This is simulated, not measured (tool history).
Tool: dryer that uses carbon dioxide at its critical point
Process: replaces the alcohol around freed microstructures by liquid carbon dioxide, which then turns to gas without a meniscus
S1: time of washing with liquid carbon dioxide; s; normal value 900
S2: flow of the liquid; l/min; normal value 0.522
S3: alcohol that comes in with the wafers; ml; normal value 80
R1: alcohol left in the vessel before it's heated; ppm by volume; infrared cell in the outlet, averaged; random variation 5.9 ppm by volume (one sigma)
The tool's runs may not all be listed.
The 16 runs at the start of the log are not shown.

run 17 hour=252.6 | S1=900 S2=0.509 S3=80 | R1=337
run 18 hour=262.9 | S1=1080 S2=0.522 S3=80 | R1=110
run 19 hour=281.6 | S1=900 S2=0.522 S3=66 | R1=254
run 20 hour=305.5 | S1=900 S2=0.522 S3=80 | R1=301
run 21 hour=326.5 | S1=600 S2=0.522 S3=67 | R1=1569
run 22 hour=336.6 | S1=960 S2=0.522 S3=35 | R1=115
run 23 hour=351.3 | S1=900 S2=0.522 S3=27 | R1=137
run 24 hour=370.8 | S1=660 S2=0.64 S3=88 | R1=609
run 25 hour=382.9 | S1=660 S2=0.64 S3=88 | R1=592
run 26 hour=404.2 | S1=1380 S2=0.796 S3=88 | R1=32

Estimate the outcome of run 27 from the log above:
run 27 hour=426.2 | S1=720 S2=0.522 S3=27 | R1=?

R1: 344 ppm by volume
Minus the tool's unlogged condition, the same run would have read R1 229 ppm by volume.

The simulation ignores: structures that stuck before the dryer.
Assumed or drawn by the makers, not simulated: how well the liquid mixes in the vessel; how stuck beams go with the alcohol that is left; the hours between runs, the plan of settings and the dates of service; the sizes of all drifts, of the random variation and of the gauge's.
